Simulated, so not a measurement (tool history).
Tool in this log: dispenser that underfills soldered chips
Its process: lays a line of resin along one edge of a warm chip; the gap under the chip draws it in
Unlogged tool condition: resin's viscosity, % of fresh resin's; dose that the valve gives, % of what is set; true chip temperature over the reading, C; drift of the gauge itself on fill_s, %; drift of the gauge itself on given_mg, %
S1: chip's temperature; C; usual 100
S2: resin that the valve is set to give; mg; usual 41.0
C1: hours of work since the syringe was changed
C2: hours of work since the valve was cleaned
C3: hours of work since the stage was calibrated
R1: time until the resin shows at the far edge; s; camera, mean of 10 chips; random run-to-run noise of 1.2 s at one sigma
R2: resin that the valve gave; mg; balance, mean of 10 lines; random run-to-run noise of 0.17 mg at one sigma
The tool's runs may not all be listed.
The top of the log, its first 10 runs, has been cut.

-- hour=126.5 new syringe of resin
run 11 hour=134.6 | S1=100 S2=36.9 | C1=6 C2=46 C3=366 | R1=169.0 R2=35.26
-- hour=136.6 new syringe of resin
-- hour=143.4 dispensing valve cleaned and set on the balance
-- hour=147.9 new syringe of resin
run 12 hour=148.3 | S1=100 S2=42.3 | C1=0 C2=4 C3=375 | R1=122.1 R2=42.28
-- hour=157.6 new syringe of resin
run 13 hour=163.9 | S1=100 S2=41.0 | C1=5 C2=16 C3=388 | R1=155.6 R2=40.42
-- hour=167.4 new syringe of resin
-- hour=178.3 new syringe of resin
run 14 hour=178.3 | S1=100 S2=41.0 | C1=0 C2=27 C3=399 | R1=126.3 R2=40.05
-- hour=189.2 new syringe of resin
run 15 hour=194.1 | S1=100 S2=51.7 | C1=4 C2=39 C3=411 | R1=149.0 R2=49.94
-- hour=199.7 new syringe of resin
run 16 hour=205.7 | S1=100 S2=41.0 | C1=5 C2=48 C3=420 | R1=154.5 R2=39.19
-- hour=209.5 new syringe of resin
-- hour=212.8 dispensing valve cleaned and set on the balance
run 17 hour=216.9 | S1=104 S2=36.1 | C1=5 C2=3 C3=428 | R1=142.6 R2=35.92
-- hour=221.6 new syringe of resin
-- hour=231.7 new syringe of resin
run 18 hour=233.3 | S1=100 S2=49.0 | C1=1 C2=16 C3=440 | R1=130.9 R2=48.36

Predict the results of run 19:
-- hour=241.9 new syringe of resin
run 19 hour=248.2 | S1=100 S2=49.0 | C1=5 C2=27 C3=452 | R1=? R2=?

R1: 157.7 s
R2: 47.65 mg
With no hidden state in the tool, this same run would have given R1 113.1 s, R2 48.89 mg.
